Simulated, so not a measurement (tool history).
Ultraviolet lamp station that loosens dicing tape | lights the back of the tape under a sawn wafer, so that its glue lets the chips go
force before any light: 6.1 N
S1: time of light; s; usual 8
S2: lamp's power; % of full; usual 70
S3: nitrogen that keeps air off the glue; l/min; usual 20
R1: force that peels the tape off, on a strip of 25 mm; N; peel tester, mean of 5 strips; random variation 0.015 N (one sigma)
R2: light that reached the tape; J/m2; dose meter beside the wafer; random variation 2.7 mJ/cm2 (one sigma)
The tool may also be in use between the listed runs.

run,hour,S1,S2,S3,R1,R2
1,0.0,8,70,20,0.980,3060
2,33.6,8,70,20,1.033,2970
3,56.2,8,70,20,1.024,2980
4,74.0,8,70,20,1.044,2950
5,94.0,8,70,22,1.047,2910
6,127.9,8,70,22,1.028,2950
7,163.2,8,70,22,1.064,2880
8,192.9,8,70,22,1.131,2830
9,228.7,8,70,22,1.145,2770
10,261.7,8,70,22,1.143,2720
11,291.4,8,70,22,1.219,2690
12,320.8,8,70,22,1.208,2640
13,351.6,8,70,22,1.243,2680
14,369.3,8,70,9,1.592,2580
15,397.7,8,70,9,1.654,2550
16,417.5,8,70,20,1.319,2510
17,458.6,8,70,20,1.347,2440
18,494.5,8,70,20,1.370,2430
19,528.4,8,70,20,1.426,2370
20,548.2,8,70,20,1.468,2370
# hour 552.2: window cleaned of glue's vapour
21,582.5,8,70,20,1.560,2250
22,624.7,8,70,20,1.644,2180
23,665.1,10,70,20,1.226,2660
24,691.2,10,70,20,1.271,2630
25,729.4,5,70,20,2.629,1300
26,762.7,6,97,10,2.029,2100
# hour 786.3: window cleaned of glue's vapour, once more
27,796.4,6,97,10,1.735,2400
28,816.0,6,97,10,1.748,2370
29,852.4,10,97,10,0.834,3850
30,886.3,10,77,30,0.927,2980
31,928.5,8,69,20,1.664,2130
32,957.5,15,97,32,0.285,5460
# hour 981.3: lamp changed
33,981.3,15,97,32,0.154,9320
34,1021.8,14,99,34,0.163,8630
35,1039.2,14,99,34,0.179,8650
36,1077.6,8,84,20,0.579,4110
37,1099.4,8,84,20,0.565,4100
38,1135.5,8,84,20,0.614,4020
39,1156.8,4,86,21,1.752,2060
40,1190.3,8,70,9,1.136,3320
41,1232.7,8,61,9,1.417,2780
42,1257.8,14,92,7,0.278,7350
43,1276.0,7,67,20,1.228,2620

4 ways to go on from here, each from the tool as it stands after run 43. What would each give?
A,1317.1,6,72,21,?,?
B,1317.1,7,97,20,?,?
C,1317.1,6,60,8,?,?
D,1317.1,9,96,12,?,?

run,R1,R2
A,1.427,2410
B,0.676,3810
C,2.246,2010
D,0.515,4780
Without the tool's hidden state the same runs would have given:
run,R1,R2
A,1.123,2840
B,0.494,4490
C,1.890,2370
D,0.374,5630

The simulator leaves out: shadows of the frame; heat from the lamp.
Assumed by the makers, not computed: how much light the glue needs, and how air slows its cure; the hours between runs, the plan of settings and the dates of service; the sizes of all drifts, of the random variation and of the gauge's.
